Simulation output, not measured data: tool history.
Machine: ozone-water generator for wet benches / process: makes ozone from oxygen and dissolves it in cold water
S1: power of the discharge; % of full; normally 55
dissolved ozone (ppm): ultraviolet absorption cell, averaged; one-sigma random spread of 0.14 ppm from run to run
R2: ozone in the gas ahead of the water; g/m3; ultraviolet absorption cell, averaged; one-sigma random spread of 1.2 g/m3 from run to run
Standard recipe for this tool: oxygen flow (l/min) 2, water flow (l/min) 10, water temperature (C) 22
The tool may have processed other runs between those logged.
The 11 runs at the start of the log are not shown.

run 12 hour=858.1 | S1=55 oxygen_flow_(l/min)=2 water_flow_(l/min)=10 water_temperature_(C)=22 | dissolved_ozone_(ppm)=16.2 R2=223.1
run 13 hour=906.2 | S1=55 oxygen_flow_(l/min)=2 water_flow_(l/min)=10 water_temperature_(C)=22 | dissolved_ozone_(ppm)=16.2 R2=226.2
run 14 hour=998.7 | S1=52 oxygen_flow_(l/min)=2 water_flow_(l/min)=10 water_temperature_(C)=22 | dissolved_ozone_(ppm)=15.8 R2=217.4
run 15 hour=1088.3 | S1=52 oxygen_flow_(l/min)=1.83 water_flow_(l/min)=10 water_temperature_(C)=22 | dissolved_ozone_(ppm)=15.8 R2=227
run 16 hour=1182.1 | S1=52 oxygen_flow_(l/min)=1.83 water_flow_(l/min)=10 water_temperature_(C)=22 | dissolved_ozone_(ppm)=15.7 R2=229.8
run 17 hour=1242.5 | S1=55 oxygen_flow_(l/min)=1.32 water_flow_(l/min)=10 water_temperature_(C)=22 | dissolved_ozone_(ppm)=15.1 R2=272.8
run 18 hour=1342.6 | S1=55 oxygen_flow_(l/min)=1.32 water_flow_(l/min)=10 water_temperature_(C)=17 | dissolved_ozone_(ppm)=16.1 R2=271.7
run 19 hour=1389.9 | S1=55 oxygen_flow_(l/min)=2.76 water_flow_(l/min)=10 water_temperature_(C)=17 | dissolved_ozone_(ppm)=18 R2=196.1
-- hour=1422.6 contactor cleaned
run 20 hour=1474.9 | S1=55 oxygen_flow_(l/min)=2.76 water_flow_(l/min)=10 water_temperature_(C)=17 | dissolved_ozone_(ppm)=17.9 R2=194.9
run 21 hour=1543 | S1=55 oxygen_flow_(l/min)=2.76 water_flow_(l/min)=10 water_temperature_(C)=17 | dissolved_ozone_(ppm)=18.2 R2=194.5
run 22 hour=1625.9 | S1=50 oxygen_flow_(l/min)=1.92 water_flow_(l/min)=10 water_temperature_(C)=14 | dissolved_ozone_(ppm)=16.8 R2=216.9
run 23 hour=1689.8 | S1=47 oxygen_flow_(l/min)=2.77 water_flow_(l/min)=10 water_temperature_(C)=22 | dissolved_ozone_(ppm)=15.2 R2=175.8
run 24 hour=1780 | S1=57 oxygen_flow_(l/min)=2.69 water_flow_(l/min)=7 water_temperature_(C)=18 | dissolved_ozone_(ppm)=23.1 R2=199.9
run 25 hour=1828.5 | S1=55 oxygen_flow_(l/min)=2 water_flow_(l/min)=16 water_temperature_(C)=22 | dissolved_ozone_(ppm)=10.8 R2=226
run 26 hour=1908.1 | S1=55 oxygen_flow_(l/min)=2 water_flow_(l/min)=16 water_temperature_(C)=22 | dissolved_ozone_(ppm)=10.8 R2=228
run 27 hour=2006.3 | S1=55 oxygen_flow_(l/min)=2 water_flow_(l/min)=16 water_temperature_(C)=22 | dissolved_ozone_(ppm)=11 R2=227.8
run 28 hour=2068.5 | S1=55 oxygen_flow_(l/min)=2 water_flow_(l/min)=16 water_temperature_(C)=22 | dissolved_ozone_(ppm)=11.2 R2=226.8
run 29 hour=2124.4 | S1=41 oxygen_flow_(l/min)=2 water_flow_(l/min)=10 water_temperature_(C)=22 | dissolved_ozone_(ppm)=13.5 R2=188.9
run 30 hour=2222.9 | S1=41 oxygen_flow_(l/min)=2 water_flow_(l/min)=10 water_temperature_(C)=22 | dissolved_ozone_(ppm)=13.6 R2=188.3
run 31 hour=2323.1 | S1=42 oxygen_flow_(l/min)=1.51 water_flow_(l/min)=15 water_temperature_(C)=22 | dissolved_ozone_(ppm)=9.4 R2=218.5
run 32 hour=2401.1 | S1=46 oxygen_flow_(l/min)=2.88 water_flow_(l/min)=14 water_temperature_(C)=20 | dissolved_ozone_(ppm)=12.1 R2=170.4
run 33 hour=2443.7 | S1=46 oxygen_flow_(l/min)=2.88 water_flow_(l/min)=14 water_temperature_(C)=20 | dissolved_ozone_(ppm)=12 R2=172.1

Consider 3 possible next runs. They are alternatives, not a sequence: every one starts from the tool as it was left by run 33. What does each give?
run A hour=2488.2 | S1=93 oxygen_flow_(l/min)=2 water_flow_(l/min)=10 water_temperature_(C)=22 | dissolved_ozone_(ppm)=? R2=?
run B hour=2488.2 | S1=42 oxygen_flow_(l/min)=2 water_flow_(l/min)=16 water_temperature_(C)=17 | dissolved_ozone_(ppm)=? R2=?
run C hour=2488.2 | S1=55 oxygen_flow_(l/min)=1.8 water_flow_(l/min)=10 water_temperature_(C)=17 | dissolved_ozone_(ppm)=? R2=?

run=A dissolved_ozone_(ppm)=22.6 R2=317.3
run=B dissolved_ozone_(ppm)=9.6 R2=192.6
run=C dissolved_ozone_(ppm)=17.1 R2=237.3
Without the tool's hidden state the same runs would have given:
run=A dissolved_ozone_(ppm)=22.6 R2=310
run=B dissolved_ozone_(ppm)=9.6 R2=188
run=C dissolved_ozone_(ppm)=17.1 R2=231.7

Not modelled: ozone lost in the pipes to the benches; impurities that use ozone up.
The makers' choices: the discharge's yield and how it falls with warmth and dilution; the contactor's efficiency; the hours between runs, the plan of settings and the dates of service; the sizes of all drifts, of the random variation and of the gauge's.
